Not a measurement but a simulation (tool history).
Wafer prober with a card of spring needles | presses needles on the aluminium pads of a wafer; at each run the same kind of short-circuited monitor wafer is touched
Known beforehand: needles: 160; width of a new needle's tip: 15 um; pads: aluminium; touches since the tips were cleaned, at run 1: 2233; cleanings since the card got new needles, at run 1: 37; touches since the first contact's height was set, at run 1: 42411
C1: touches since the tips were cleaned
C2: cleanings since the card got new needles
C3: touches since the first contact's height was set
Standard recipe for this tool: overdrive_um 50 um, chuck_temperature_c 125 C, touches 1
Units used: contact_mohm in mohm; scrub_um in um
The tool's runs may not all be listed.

{"run": 1, "hour": 0.0, "overdrive_um": 50, "chuck_temperature_c": 125, "touches": 1, "C1": 2233, "C2": 37, "C3": 42411, "contact_mohm": 121, "scrub_um": 11.11}
{"hour": 3.5, "done": "tips cleaned on abrasive film"}
{"hour": 12.1, "done": "tips cleaned on abrasive film"}
{"hour": 20.6, "done": "tips cleaned on abrasive film"}
{"hour": 29.2, "done": "tips cleaned on abrasive film"}
{"hour": 37.8, "done": "tips cleaned on abrasive film"}
{"hour": 46.3, "done": "tips cleaned on abrasive film"}
{"hour": 54.9, "done": "tips cleaned on abrasive film"}
{"hour": 63.5, "done": "tips cleaned on abrasive film"}
{"run": 2, "hour": 64.7, "overdrive_um": 50, "chuck_temperature_c": 125, "touches": 1, "C1": 811, "C2": 45, "C3": 84517, "contact_mohm": 116, "scrub_um": 10.96}
{"hour": 71.6, "done": "tips cleaned on abrasive film"}
{"hour": 78.4, "done": "tips cleaned on abrasive film"}
{"hour": 87.0, "done": "tips cleaned on abrasive film"}
{"hour": 95.6, "done": "tips cleaned on abrasive film"}
{"hour": 102.4, "done": "tips cleaned on abrasive film"}
{"hour": 111.0, "done": "tips cleaned on abrasive film"}
{"hour": 119.6, "done": "tips cleaned on abrasive film"}
{"run": 3, "hour": 123.2, "overdrive_um": 50, "chuck_temperature_c": 125, "touches": 1, "C1": 2374, "C2": 52, "C3": 122605, "contact_mohm": 118, "scrub_um": 11.07}
{"hour": 126.7, "done": "tips cleaned on abrasive film"}
{"hour": 135.2, "done": "tips cleaned on abrasive film"}
{"hour": 143.8, "done": "tips cleaned on abrasive film"}
{"hour": 152.4, "done": "tips cleaned on abrasive film"}
{"hour": 159.2, "done": "tips cleaned on abrasive film"}
{"run": 4, "hour": 164.7, "overdrive_um": 50, "chuck_temperature_c": 125, "touches": 2, "C1": 3579, "C2": 57, "C3": 149620, "contact_mohm": 118, "scrub_um": 11.05}
{"hour": 166.5, "done": "tips cleaned on abrasive film"}
{"hour": 171.8, "done": "height of the first contact set anew"}
{"hour": 173.6, "done": "tips cleaned on abrasive film"}
{"hour": 182.2, "done": "tips cleaned on abrasive film"}
{"hour": 190.8, "done": "tips cleaned on abrasive film"}
{"hour": 199.3, "done": "tips cleaned on abrasive film"}
{"hour": 207.9, "done": "tips cleaned on abrasive film"}
{"hour": 216.5, "done": "tips cleaned on abrasive film"}
{"hour": 224.3, "done": "tips cleaned on abrasive film"}
{"run": 5, "hour": 224.3, "overdrive_um": 50, "chuck_temperature_c": 38, "touches": 2, "C1": 0, "C2": 65, "C3": 34113, "contact_mohm": 106, "scrub_um": 11.09}
{"hour": 232.9, "done": "tips cleaned on abrasive film"}
{"hour": 239.7, "done": "tips cleaned on abrasive film"}
{"hour": 248.3, "done": "tips cleaned on abrasive film"}
{"hour": 256.9, "done": "tips cleaned on abrasive film"}
{"hour": 263.7, "done": "tips cleaned on abrasive film"}
{"hour": 270.6, "done": "tips cleaned on abrasive film"}
{"hour": 279.2, "done": "tips cleaned on abrasive film"}
{"hour": 286.6, "done": "tips cleaned on abrasive film"}
{"run": 6, "hour": 286.6, "overdrive_um": 50, "chuck_temperature_c": 31, "touches": 2, "C1": 0, "C2": 73, "C3": 74630, "contact_mohm": 105, "scrub_um": 11.04}
{"hour": 293.4, "done": "tips cleaned on abrasive film"}
{"hour": 302.0, "done": "tips cleaned on abrasive film"}
{"hour": 310.6, "done": "tips cleaned on abrasive film"}
{"hour": 319.1, "done": "tips cleaned on abrasive film"}
{"hour": 327.7, "done": "tips cleaned on abrasive film"}
{"run": 7, "hour": 330.3, "overdrive_um": 50, "chuck_temperature_c": 31, "touches": 2, "C1": 1693, "C2": 78, "C3": 103111, "contact_mohm": 106, "scrub_um": 10.96}
{"hour": 335.5, "done": "tips cleaned on abrasive film"}
{"hour": 344.0, "done": "tips cleaned on abrasive film"}
{"hour": 352.6, "done": "tips cleaned on abrasive film"}
{"hour": 361.2, "done": "tips cleaned on abrasive film"}
{"hour": 368.0, "done": "tips cleaned on abrasive film"}
{"hour": 374.9, "done": "tips cleaned on abrasive film"}
{"hour": 383.5, "done": "tips cleaned on abrasive film"}
{"hour": 392.0, "done": "tips cleaned on abrasive film"}
{"hour": 400.6, "done": "tips cleaned on abrasive film"}
{"run": 8, "hour": 401.6, "overdrive_um": 50, "chuck_temperature_c": 31, "touches": 2, "C1": 683, "C2": 87, "C3": 149554, "contact_mohm": 109, "scrub_um": 11.02}
{"hour": 408.5, "done": "tips cleaned on abrasive film"}
{"hour": 408.8, "done": "height of the first contact set anew"}
{"hour": 417.4, "done": "tips cleaned on abrasive film"}
{"hour": 425.9, "done": "tips cleaned on abrasive film"}
{"hour": 432.8, "done": "tips cleaned on abrasive film"}
{"hour": 441.4, "done": "tips cleaned on abrasive film"}
{"run": 9, "hour": 445.0, "overdrive_um": 46, "chuck_temperature_c": 31, "touches": 2, "C1": 2410, "C2": 92, "C3": 23616, "contact_mohm": 109, "scrub_um": 10.21}
{"hour": 448.5, "done": "tips cleaned on abrasive film"}
{"hour": 455.4, "done": "tips cleaned on abrasive film"}
{"hour": 464.0, "done": "tips cleaned on abrasive film"}
{"hour": 470.8, "done": "tips cleaned on abrasive film"}
{"hour": 477.7, "done": "tips cleaned on abrasive film"}
{"hour": 485.0, "done": "tips cleaned on abrasive film"}
{"run": 10, "hour": 485.0, "overdrive_um": 50, "chuck_temperature_c": 125, "touches": 1, "C1": 0, "C2": 98, "C3": 49553, "contact_mohm": 118, "scrub_um": 11.01}
{"hour": 493.6, "done": "tips cleaned on abrasive film"}
{"hour": 502.1, "done": "tips cleaned on abrasive film"}
{"hour": 510.7, "done": "tips cleaned on abrasive film"}
{"hour": 519.3, "done": "tips cleaned on abrasive film"}
{"hour": 527.8, "done": "tips cleaned on abrasive film"}
{"hour": 536.4, "done": "tips cleaned on abrasive film"}
{"hour": 545.0, "done": "tips cleaned on abrasive film"}
{"hour": 553.5, "done": "tips cleaned on abrasive film"}
{"run": 11, "hour": 558.7, "overdrive_um": 50, "chuck_temperature_c": 125, "touches": 1, "C1": 3419, "C2": 106, "C3": 97612, "contact_mohm": 121, "scrub_um": 11.03}
{"hour": 560.5, "done": "tips cleaned on abrasive film"}
{"hour": 569.1, "done": "tips cleaned on abrasive film"}
{"hour": 575.9, "done": "tips cleaned on abrasive film"}
{"hour": 584.5, "done": "tips cleaned on abrasive film"}
{"hour": 593.1, "done": "tips cleaned on abrasive film"}
{"hour": 601.6, "done": "tips cleaned on abrasive film"}
{"hour": 610.2, "done": "tips cleaned on abrasive film"}
{"hour": 617.1, "done": "tips cleaned on abrasive film"}
{"run": 12, "hour": 619.2, "overdrive_um": 36, "chuck_temperature_c": 125, "touches": 1, "C1": 1417, "C2": 114, "C3": 136976, "contact_mohm": 123, "scrub_um": 7.91}
{"hour": 624.4, "done": "tips cleaned on abrasive film"}
{"hour": 633.0, "done": "tips cleaned on abrasive film"}
{"hour": 639.9, "done": "tips cleaned on abrasive film"}
{"hour": 646.9, "done": "height of the first contact set anew"}
{"hour": 648.7, "done": "tips cleaned on abrasive film"}
{"hour": 657.3, "done": "tips cleaned on abrasive film"}
{"run": 13, "hour": 658.8, "overdrive_um": 51, "chuck_temperature_c": 32, "touches": 1, "C1": 988, "C2": 119, "C3": 7685, "contact_mohm": 105, "scrub_um": 11.35}
{"hour": 665.7, "done": "tips cleaned on abrasive film"}
{"hour": 674.2, "done": "tips cleaned on abrasive film"}
{"hour": 681.1, "done": "tips cleaned on abrasive film"}
{"hour": 689.7, "done": "tips cleaned on abrasive film"}
{"hour": 697.0, "done": "tips cleaned on abrasive film"}
{"run": 14, "hour": 697.0, "overdrive_um": 50, "chuck_temperature_c": 92, "touches": 1, "C1": 0, "C2": 124, "C3": 32559, "contact_mohm": 115, "scrub_um": 11.09}
{"hour": 705.6, "done": "tips cleaned on abrasive film"}
{"hour": 714.2, "done": "tips cleaned on abrasive film"}
{"hour": 721.0, "done": "tips cleaned on abrasive film"}
{"hour": 729.6, "done": "tips cleaned on abrasive film"}
{"hour": 738.2, "done": "tips cleaned on abrasive film"}
{"hour": 746.7, "done": "tips cleaned on abrasive film"}
{"hour": 755.3, "done": "tips cleaned on abrasive film"}
{"run": 15, "hour": 760.2, "overdrive_um": 57, "chuck_temperature_c": 39, "touches": 1, "C1": 3219, "C2": 131, "C3": 73724, "contact_mohm": 106, "scrub_um": 12.47}
{"hour": 763.7, "done": "tips cleaned on abrasive film"}
{"hour": 772.2, "done": "tips cleaned on abrasive film"}
{"hour": 780.8, "done": "tips cleaned on abrasive film"}
{"hour": 789.4, "done": "tips cleaned on abrasive film"}
{"hour": 797.9, "done": "tips cleaned on abrasive film"}
{"hour": 806.5, "done": "tips cleaned on abrasive film"}
{"run": 16, "hour": 809.4, "overdrive_um": 36, "chuck_temperature_c": 27, "touches": 1, "C1": 1890, "C2": 137, "C3": 105748, "contact_mohm": 108, "scrub_um": 7.93}
{"hour": 814.5, "done": "tips cleaned on abrasive film"}
{"hour": 823.1, "done": "tips cleaned on abrasive film"}
{"hour": 830.0, "done": "tips cleaned on abrasive film"}
{"hour": 838.6, "done": "tips cleaned on abrasive film"}
{"hour": 845.4, "done": "tips cleaned on abrasive film"}
{"hour": 854.0, "done": "tips cleaned on abrasive film"}
{"hour": 862.6, "done": "tips cleaned on abrasive film"}
{"run": 17, "hour": 868.2, "overdrive_um": 36, "chuck_temperature_c": 27, "touches": 1, "C1": 3691, "C2": 144, "C3": 144037, "contact_mohm": 109, "scrub_um": 8.03}
{"hour": 870.0, "done": "tips cleaned on abrasive film"}
{"hour": 878.5, "done": "tips cleaned on abrasive film"}
{"hour": 883.9, "done": "height of the first contact set anew"}
{"hour": 885.7, "done": "tips cleaned on abrasive film"}
{"hour": 894.3, "done": "tips cleaned on abrasive film"}
{"hour": 902.8, "done": "tips cleaned on abrasive film"}
{"hour": 909.7, "done": "tips cleaned on abrasive film"}
{"hour": 916.6, "done": "tips cleaned on abrasive film"}
{"hour": 925.1, "done": "tips cleaned on abrasive film"}
{"hour": 932.0, "done": "tips cleaned on abrasive film"}
{"hour": 939.4, "done": "tips cleaned on abrasive film"}
{"run": 18, "hour": 939.4, "overdrive_um": 54, "chuck_temperature_c": 93, "touches": 3, "C1": 0, "C2": 154, "C3": 36078, "contact_mohm": 113, "scrub_um": 11.91}
{"hour": 946.3, "done": "tips cleaned on abrasive film"}
{"hour": 953.2, "done": "tips cleaned on abrasive film"}
{"hour": 961.8, "done": "tips cleaned on abrasive film"}
{"hour": 968.6, "done": "tips cleaned on abrasive film"}
{"hour": 977.2, "done": "tips cleaned on abrasive film"}
{"hour": 985.8, "done": "tips cleaned on abrasive film"}
{"hour": 992.6, "done": "tips cleaned on abrasive film"}
{"hour": 1001.2, "done": "tips cleaned on abrasive film"}
{"hour": 1009.8, "done": "tips cleaned on abrasive film"}
{"run": 19, "hour": 1015.9, "overdrive_um": 38, "chuck_temperature_c": 46, "touches": 1, "C1": 4013, "C2": 163, "C3": 85852, "contact_mohm": 112, "scrub_um": 8.42}
{"hour": 1017.7, "done": "tips cleaned on abrasive film"}
{"hour": 1026.2, "done": "tips cleaned on abrasive film"}
{"hour": 1034.8, "done": "tips cleaned on abrasive film"}
{"hour": 1041.7, "done": "tips cleaned on abrasive film"}
{"hour": 1048.8, "done": "tips cleaned on abrasive film"}
{"run": 20, "hour": 1048.8, "overdrive_um": 60, "chuck_temperature_c": 69, "touches": 1, "C1": 0, "C2": 168, "C3": 107224, "contact_mohm": 109, "scrub_um": 13.07}
{"hour": 1057.4, "done": "tips cleaned on abrasive film"}
{"hour": 1064.2, "done": "tips cleaned on abrasive film"}
{"hour": 1072.8, "done": "tips cleaned on abrasive film"}
{"hour": 1081.4, "done": "tips cleaned on abrasive film"}
{"hour": 1088.2, "done": "tips cleaned on abrasive film"}
{"run": 21, "hour": 1090.6, "overdrive_um": 50, "chuck_temperature_c": 107, "touches": 2, "C1": 1592, "C2": 173, "C3": 134483, "contact_mohm": 119, "scrub_um": 11.04}

Here are 4 independent what-if runs from the current tool condition. What would each one return?
{"hour": 1095.8, "done": "tips cleaned on abrasive film"}
{"hour": 1102.7, "done": "tips cleaned on abrasive film"}
{"hour": 1111.3, "done": "tips cleaned on abrasive film"}
{"hour": 1119.8, "done": "tips cleaned on abrasive film"}
{"hour": 1131.8, "done": "card fitted with new needles"}
{"run": "A", "hour": 1136.5, "overdrive_um": 55, "chuck_temperature_c": 68, "touches": 2, "C1": 3074, "C2": 0, "C3": 3074, "contact_mohm": "?", "scrub_um": "?"}
{"hour": 1095.8, "done": "tips cleaned on abrasive film"}
{"hour": 1102.7, "done": "tips cleaned on abrasive film"}
{"hour": 1111.3, "done": "tips cleaned on abrasive film"}
{"hour": 1119.8, "done": "tips cleaned on abrasive film"}
{"hour": 1131.8, "done": "card fitted with new needles"}
{"run": "B", "hour": 1136.5, "overdrive_um": 50, "chuck_temperature_c": 34, "touches": 2, "C1": 3074, "C2": 0, "C3": 3074, "contact_mohm": "?", "scrub_um": "?"}
{"hour": 1095.8, "done": "tips cleaned on abrasive film"}
{"hour": 1102.7, "done": "tips cleaned on abrasive film"}
{"hour": 1111.3, "done": "tips cleaned on abrasive film"}
{"hour": 1119.8, "done": "tips cleaned on abrasive film"}
{"hour": 1131.8, "done": "card fitted with new needles"}
{"run": "C", "hour": 1136.5, "overdrive_um": 50, "chuck_temperature_c": 73, "touches": 2, "C1": 3074, "C2": 0, "C3": 3074, "contact_mohm": "?", "scrub_um": "?"}
{"hour": 1095.8, "done": "tips cleaned on abrasive film"}
{"hour": 1102.7, "done": "tips cleaned on abrasive film"}
{"hour": 1111.3, "done": "tips cleaned on abrasive film"}
{"hour": 1119.8, "done": "tips cleaned on abrasive film"}
{"hour": 1131.8, "done": "card fitted with new needles"}
{"run": "D", "hour": 1136.5, "overdrive_um": 32, "chuck_temperature_c": 52, "touches": 1, "C1": 3074, "C2": 0, "C3": 3074, "contact_mohm": "?", "scrub_um": "?"}

run=A contact_mohm=112 scrub_um=12.09
run=B contact_mohm=107 scrub_um=11.09
run=C contact_mohm=112 scrub_um=10.89
run=D contact_mohm=112 scrub_um=7.00
Without the tool's hidden state the same runs would have given:
run=A contact_mohm=112 scrub_um=12.09
run=B contact_mohm=106 scrub_um=11.09
run=C contact_mohm=111 scrub_um=10.89
run=D contact_mohm=111 scrub_um=7.00

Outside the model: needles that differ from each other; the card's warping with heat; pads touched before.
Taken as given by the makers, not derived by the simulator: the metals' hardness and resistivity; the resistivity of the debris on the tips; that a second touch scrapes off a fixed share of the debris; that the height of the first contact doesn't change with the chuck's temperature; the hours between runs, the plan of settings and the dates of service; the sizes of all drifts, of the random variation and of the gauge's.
